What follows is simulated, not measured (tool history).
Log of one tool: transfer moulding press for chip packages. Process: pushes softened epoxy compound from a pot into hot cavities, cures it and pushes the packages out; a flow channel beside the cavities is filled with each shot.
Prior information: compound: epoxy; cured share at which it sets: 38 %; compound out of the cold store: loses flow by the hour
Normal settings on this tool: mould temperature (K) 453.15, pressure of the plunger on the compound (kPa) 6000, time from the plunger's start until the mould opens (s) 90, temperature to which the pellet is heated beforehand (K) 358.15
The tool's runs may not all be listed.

run   hour  mould temperature (K)  pressure of the plunger on the compound (kPa)  time from the plunger's start until the mould opens (s)  temperature to which the pellet is heated beforehand (K)  incoming compound's hours out of the cold store  length that the compound runs in the flow channel (mm)  greatest force on the pins that push the packages out (N)
  1      0                 453.15                                           6000                                                       90                                                    358.15                                             46.8                                                     423                                                        241
       9.2  -- cavities cleaned with cleaning compound and waxed
  2   15.2                 453.15                                           6000                                                       90                                                    358.15                                             34.7                                                     438                                                        221
  3   32.1                 453.15                                           6000                                                       90                                                    358.15                                             30.4                                                     446                                                        241
      35.8  -- plunger's sealing rings changed
      42.1  -- cavities cleaned with cleaning compound and waxed
  4   47.6                 453.15                                           6000                                                       90                                                    358.15                                             33.6                                                     485                                                        229
  5   58.3                 453.15                                           6000                                                       90                                                    358.15                                             39.9                                                     483                                                        238
  6   67.4                 453.15                                           6000                                                       90                                                    358.15                                              8.2                                                     523                                                        265
      71.8  -- cavities cleaned with cleaning compound and waxed
  7   80.2                 453.15                                           6000                                                       90                                                    358.15                                             16.9                                                     507                                                        232
     100.9  -- cavities cleaned with cleaning compound and waxed
  8  100.9                 453.15                                           6000                                                       90                                                    358.15                                              8.6                                                     518                                                        225
  9  114.6                 453.15                                           6000                                                       90                                                    358.15                                               19                                                     496                                                        245
     130.4  -- cavities cleaned with cleaning compound and waxed
 10    137                 447.15                                           6000                                                       90                                                    358.15                                             32.9                                                     485                                                        295
     139.9  -- mould's thermocouples calibrated
 11    151                 447.15                                           6000                                                       90                                                    358.15                                             37.2                                                     479                                                        344
     161.2  -- cavities cleaned with cleaning compound and waxed
 12  162.6                 447.15                                           6000                                                       90                                                    358.15                                             36.5                                                     485                                                        303
 13  181.4                 453.15                                           6000                                                       73                                                    358.15                                             46.5                                                     452                                                        352
       191  -- cavities cleaned with cleaning compound and waxed
 14  203.8                 453.15                                           6000                                                       73                                                    358.15                                             21.7                                                     477                                                        351
 15    216                 446.15                                           6000                                                       73                                                    358.15                                             11.2                                                     506                                                        623
     221.2  -- cavities cleaned with cleaning compound and waxed
 16  226.6                 452.15                                           6760                                                      108                                                    358.15                                             24.6                                                     516                                                        213
     241.6  -- mould's thermocouples calibrated, once more
 17  246.2                 452.15                                           6760                                                      108                                                    358.15                                             19.9                                                     505                                                        234
     253.6  -- cavities cleaned with cleaning compound and waxed
 18  265.6                 455.15                                           6570                                                       83                                                    354.15                                             10.5                                                     505                                                        235
 19  278.7                 446.15                                           6000                                                       76                                                    358.15                                             45.1                                                     452                                                        485
     282.7  -- cavities cleaned with cleaning compound and waxed
 20    297                 446.15                                           6000                                                       76                                                    358.15                                             34.3                                                     464                                                        451
     312.9  -- cavities cleaned with cleaning compound and waxed
 21  313.5                 446.15                                           6000                                                       75                                                    358.15                                             26.5                                                     473                                                        431
 22  328.3                 446.15                                           6000                                                       75                                                    358.15                                             33.4                                                     464                                                        482
     342.1  -- cavities cleaned with cleaning compound and waxed
 23    350                 453.15                                           6000                                                       98                                                    365.15                                             33.1                                                     453                                                        216
 24  360.9                 453.15                                           6000                                                       98                                                    365.15                                             36.7                                                     441                                                        219
     371.2  -- cavities cleaned with cleaning compound and waxed
 25    373                 453.15                                           4700                                                       87                                                    358.15                                             38.7                                                     381                                                        214
 26  382.2                 449.15                                           5050                                                      103                                                    358.15                                             36.8                                                     404                                                        232
     400.7  -- cavities cleaned with cleaning compound and waxed
 27  400.7                 449.15                                           5050                                                      103                                                    358.15                                             39.3                                                     405                                                        220
 28    420                 449.15                                           4770                                                      103                                                    358.15                                             28.9                                                     401                                                        237
     429.5  -- cavities cleaned with cleaning compound and waxed
 29  440.2                 445.15                                           6000                                                       90                                                    358.15                                             18.8                                                     468                                                        394

Forecast each of these 3 alternatives for the next run:
  A  455.1                 461.15                                           5010                                                      121                                                    358.15                                               43                                                       ?                                                          ?
  B  455.1                 460.15                                           6000                                                       90                                                    358.15                                             29.1                                                       ?                                                          ?
  C  455.1                 452.15                                           6000                                                       90                                                    358.15                                             46.2                                                       ?                                                          ?

run  length that the compound runs in the flow channel (mm)  greatest force on the pins that push the packages out (N)
  A                                                     371                                                        215
  B                                                     422                                                        231
  C                                                     417                                                        257
Take away the tool's hidden state, keep each run's random variation, and the runs would have read:
run  length that the compound runs in the flow channel (mm)  greatest force on the pins that push the packages out (N)
  A                                                     418                                                        177
  B                                                     476                                                        191
  C                                                     470                                                        213

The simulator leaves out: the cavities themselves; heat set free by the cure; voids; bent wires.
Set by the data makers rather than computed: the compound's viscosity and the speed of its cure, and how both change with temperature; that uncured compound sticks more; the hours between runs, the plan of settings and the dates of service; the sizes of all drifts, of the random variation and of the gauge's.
